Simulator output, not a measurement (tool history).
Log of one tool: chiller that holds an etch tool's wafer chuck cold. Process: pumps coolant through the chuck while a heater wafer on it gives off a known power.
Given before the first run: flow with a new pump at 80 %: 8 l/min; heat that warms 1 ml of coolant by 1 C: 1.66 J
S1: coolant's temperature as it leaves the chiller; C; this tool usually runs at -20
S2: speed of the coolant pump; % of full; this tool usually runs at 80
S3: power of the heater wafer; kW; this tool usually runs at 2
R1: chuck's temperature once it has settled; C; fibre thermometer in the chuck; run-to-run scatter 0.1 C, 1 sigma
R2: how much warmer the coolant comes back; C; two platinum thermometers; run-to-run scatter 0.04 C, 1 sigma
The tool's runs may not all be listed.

Run 1, hour 0: usual settings. Result: R1 0.6 C, R2 9.25 C.
Run 2, hour 89.6: usual settings but S3 1.373 kW. Result: R1 -5.7 C, R2 6.38 C.
Run 3, hour 170.3: usual settings but S3 1.373 kW. Result: R1 -5.7 C, R2 6.42 C.
Run 4, hour 227.3: usual settings but S3 1.373 kW. Result: R1 -5.9 C, R2 6.39 C.
Run 5, hour 316.9: usual settings but S1 -25 C, S3 1.373 kW. Result: R1 -10.7 C, R2 6.34 C.
Run 6, hour 379: usual settings but S3 2.667 kW. Result: R1 7.4 C, R2 12.39 C.
Run 7, hour 417.4: usual settings but S2 98 % of full. Result: R1 -1.9 C, R2 7.63 C.
Run 8, hour 463: usual settings but S2 83 % of full. Result: R1 0.2 C, R2 8.93 C.
Run 9, hour 547.8: usual settings but S1 -26 C, S2 83 % of full. Result: R1 -5.9 C, R2 9 C.
Run 10, hour 636.6: usual settings but S1 -26 C, S2 83 % of full. Result: R1 -5.8 C, R2 8.99 C.
Run 11, hour 724.7: usual settings but S1 -26 C, S2 83 % of full. Result: R1 -5.8 C, R2 9.02 C.
Run 12, hour 789.2: usual settings. Result: R1 0.8 C, R2 9.38 C.
Run 13, hour 847.9: usual settings. Result: R1 0.8 C, R2 9.43 C.
Run 14, hour 893: usual settings. Result: R1 0.9 C, R2 9.32 C.
Run 15, hour 939: usual settings. Result: R1 1.1 C, R2 9.38 C.
Run 16, hour 990.5: usual settings. Result: R1 1.2 C, R2 9.36 C.
Run 17, hour 1038.1: usual settings but S1 -17 C, S2 81 % of full. Result: R1 3.8 C, R2 9.29 C.
Run 18, hour 1125.1: usual settings but S1 -27 C, S2 98 % of full, S3 1.057 kW. Result: R1 -17.2 C, R2 4.04 C.
Run 19, hour 1209: usual settings but S1 -28 C, S2 84 % of full, S3 2.344 kW. Result: R1 -4.1 C, R2 10.53 C.
Run 20, hour 1293.5: usual settings but S1 -11 C, S2 97 % of full. Result: R1 7.3 C, R2 7.79 C.
Run 21, hour 1374.8: usual settings but S1 -11 C, S2 97 % of full. Result: R1 7.4 C, R2 7.71 C.
Run 22, hour 1438.5: usual settings but S2 72 % of full. Result: R1 3 C, R2 10.48 C.
Run 23, hour 1481.6: usual settings but S2 72 % of full. Result: R1 3 C, R2 10.52 C.
Run 24, hour 1538.1: usual settings but S2 72 % of full. Result: R1 3.1 C, R2 10.55 C.
Run 25, hour 1605.4: usual settings but S2 72 % of full. Result: R1 2.9 C, R2 10.49 C.
Run 26, hour 1680.8: usual settings but S1 -27 C, S2 76 % of full, S3 2.949 kW. Result: R1 5.7 C, R2 14.73 C.
Run 27, hour 1770.9: usual settings but S1 -27 C, S2 76 % of full, S3 2.949 kW. Result: R1 5.6 C, R2 14.8 C.
Run 28, hour 1830.3: usual settings but S1 -25 C. Result: R1 -3.6 C, R2 9.5 C.
Run 29, hour 1894.7: usual settings. Result: R1 1.6 C, R2 9.45 C.
Run 30, hour 1986.3: usual settings but S1 -24 C, S3 1.431 kW. Result: R1 -8.3 C, R2 6.79 C.
Run 31, hour 2036.7: usual settings but S1 -23 C, S2 87 % of full, S3 2.05 kW. Result: R1 -2.2 C, R2 8.91 C.

Each row is a separate what-if for the run after 31, all from the same tool condition, not one after another. Results?
Run A, hour 2104: usual settings but S1 -15 C, S2 94 % of full, S3 1.027 kW. Result: R1 ?, R2 ?.
Run B, hour 2104: usual settings but S1 -17 C. Result: R1 ?, R2 ?.
Run C, hour 2104: usual settings but S1 -15 C, S2 84 % of full, S3 1.544 kW. Result: R1 ?, R2 ?.
Run D, hour 2104: usual settings but S1 -22 C. Result: R1 ?, R2 ?.
Run E, hour 2104: usual settings but S1 -23 C, S2 67 % of full, S3 2.05 kW. Result: R1 ?, R2 ?.

run    R1     R2
  A  -4.8   4.16
  B   4.8   9.54
  C   1.5   7.05
  D  -0.5   9.58
  E   2.3  11.72
With no hidden state in the tool, these same runs would have given:
run    R1     R2
  A  -6.8   3.95
  B   0.9   9.06
  C  -1.6    6.7
  D  -4.3    9.1
  E  -2.1  11.13
